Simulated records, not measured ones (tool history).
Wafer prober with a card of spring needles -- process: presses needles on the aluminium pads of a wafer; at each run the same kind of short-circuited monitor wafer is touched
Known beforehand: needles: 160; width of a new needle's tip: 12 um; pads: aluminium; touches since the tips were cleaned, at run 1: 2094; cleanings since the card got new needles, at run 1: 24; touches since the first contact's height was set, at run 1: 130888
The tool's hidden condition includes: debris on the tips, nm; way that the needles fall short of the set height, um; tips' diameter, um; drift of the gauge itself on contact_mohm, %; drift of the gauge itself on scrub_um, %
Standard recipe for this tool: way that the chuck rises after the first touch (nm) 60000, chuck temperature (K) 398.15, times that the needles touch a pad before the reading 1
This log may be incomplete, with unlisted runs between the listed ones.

run	hour	way that the chuck rises after the first touch (nm)	chuck temperature (K)	times that the needles touch a pad before the reading	touches since the tips were cleaned	cleanings since the card got new needles	touches since the first contact's height was set	resistance of one needle with its contact and lead (mohm)	way that a needle slides on the pad (nm)
1	0.0	60000	398.15	1	2094	24	130888	184	7730
# hour 10.7: tips cleaned on abrasive film
# hour 28.9: tips cleaned on abrasive film
# hour 47.1: tips cleaned on abrasive film
2	50.0	60000	398.15	1	898	27	145991	188	7720
# hour 64.7: tips cleaned on abrasive film
# hour 82.7: tips cleaned on abrasive film
# hour 101.4: tips cleaned on abrasive film
3	103.3	60000	343.15	1	559	30	162078	176	7720
# hour 120.4: tips cleaned on abrasive film
4	132.3	60000	312.15	1	3616	31	170849	170	7770
# hour 136.3: tips cleaned on abrasive film
# hour 153.7: tips cleaned on abrasive film
# hour 158.0: height of the first contact set anew
# hour 173.1: tips cleaned on abrasive film
5	177.8	53000	398.15	1	1449	34	6008	186	6880
# hour 189.7: tips cleaned on abrasive film
# hour 208.0: tips cleaned on abrasive film
6	218.1	60000	398.15	1	3084	36	18186	187	7800
# hour 225.2: tips cleaned on abrasive film
# hour 244.5: tips cleaned on abrasive film
# hour 261.8: tips cleaned on abrasive film
7	273.3	60000	398.15	1	3507	39	34868	188	7740
# hour 279.1: tips cleaned on abrasive film
# hour 295.9: tips cleaned on abrasive film
# hour 312.7: tips cleaned on abrasive film
# hour 331.1: tips cleaned on abrasive film
8	331.6	60000	398.15	1	130	43	52436	183	7740
# hour 349.9: tips cleaned on abrasive film
# hour 366.8: tips cleaned on abrasive film
# hour 386.2: tips cleaned on abrasive film
9	387.1	60000	398.15	1	296	46	69224	187	7760
# hour 402.5: tips cleaned on abrasive film
# hour 421.2: tips cleaned on abrasive film
10	435.8	60000	309.15	1	4433	48	83950	167	7760
# hour 438.9: tips cleaned on abrasive film
# hour 458.1: tips cleaned on abrasive film
# hour 477.1: tips cleaned on abrasive film
# hour 495.8: tips cleaned on abrasive film
11	497.2	60000	309.15	1	430	52	102475	168	7790
# hour 513.0: tips cleaned on abrasive film
# hour 531.3: tips cleaned on abrasive film
# hour 548.3: tips cleaned on abrasive film
12	558.5	60000	309.15	1	3087	55	120992	169	7720
# hour 566.3: tips cleaned on abrasive film
# hour 584.5: tips cleaned on abrasive film
13	597.8	60000	398.15	1	4055	57	132890	185	7830
# hour 601.6: tips cleaned on abrasive film
# hour 621.1: tips cleaned on abrasive film
# hour 637.3: tips cleaned on abrasive film
# hour 655.1: tips cleaned on abrasive film
14	656.6	60000	320.15	1	450	61	150626	173	7800
# hour 671.0: tips cleaned on abrasive film
# hour 689.3: tips cleaned on abrasive film
15	689.6	60000	371.15	1	79	63	160575	180	7790
# hour 707.4: tips cleaned on abrasive film
# hour 724.0: tips cleaned on abrasive film
# hour 739.8: tips cleaned on abrasive film
# hour 746.6: height of the first contact set anew
16	746.8	75000	340.15	1	2036	66	61	171	9780
# hour 759.4: tips cleaned on abrasive film
# hour 776.1: tips cleaned on abrasive film
17	777.1	75000	340.15	1	278	68	9200	174	9750
# hour 794.4: tips cleaned on abrasive film
# hour 810.2: tips cleaned on abrasive film
18	810.2	75000	340.15	1	0	70	19220	174	9800
# hour 829.4: tips cleaned on abrasive film
# hour 849.1: tips cleaned on abrasive film
19	860.1	45000	398.15	1	3342	72	34299	185	5880
# hour 868.0: tips cleaned on abrasive film
# hour 887.5: tips cleaned on abrasive film
# hour 906.2: tips cleaned on abrasive film
20	918.1	58000	368.15	3	3607	75	51823	178	7590
# hour 924.7: tips cleaned on abrasive film
# hour 942.4: tips cleaned on abrasive film
# hour 960.9: tips cleaned on abrasive film
21	969.1	58000	368.15	3	2486	78	67241	178	7630
# hour 977.1: tips cleaned on abrasive film
# hour 993.6: tips cleaned on abrasive film
# hour 1012.5: tips cleaned on abrasive film
22	1018.8	58000	298.15	2	1940	81	82250	166	7570
# hour 1030.7: tips cleaned on abrasive film
# hour 1049.7: tips cleaned on abrasive film
23	1056.3	58000	298.15	2	2000	83	93555	168	7590
# hour 1068.1: tips cleaned on abrasive film
24	1081.8	52000	378.15	2	4141	84	101270	184	6760
# hour 1085.8: tips cleaned on abrasive film
# hour 1101.7: tips cleaned on abrasive film
# hour 1119.9: tips cleaned on abrasive film
25	1123.3	60000	306.15	1	1059	87	113814	166	7840
# hour 1136.1: tips cleaned on abrasive film
# hour 1151.9: tips cleaned on abrasive film
26	1154.9	60000	306.15	1	922	89	123337	169	7950
# hour 1169.7: tips cleaned on abrasive film
# hour 1187.0: tips cleaned on abrasive film
# hour 1203.6: tips cleaned on abrasive film
27	1203.6	67000	298.15	2	0	92	138025	169	8860

Branching from run 27: 3 alternative next runs. What would each branch give?
# hour 1222.6: tips cleaned on abrasive film
# hour 1241.8: tips cleaned on abrasive film
A	1254.9	74000	306.15	3	3995	94	153568	?	?
# hour 1222.6: tips cleaned on abrasive film
# hour 1241.8: tips cleaned on abrasive film
B	1254.9	56000	311.15	1	3995	94	153568	?	?
# hour 1222.6: tips cleaned on abrasive film
# hour 1241.8: tips cleaned on abrasive film
C	1254.9	70000	313.15	3	3995	94	153568	?	?

run	resistance of one needle with its contact and lead (mohm)	way that a needle slides on the pad (nm)
A	169	9800
B	170	7370
C	168	9210
Without the tool's hidden state the same runs would have given:
run	resistance of one needle with its contact and lead (mohm)	way that a needle slides on the pad (nm)
A	169	9580
B	170	7200
C	168	9000
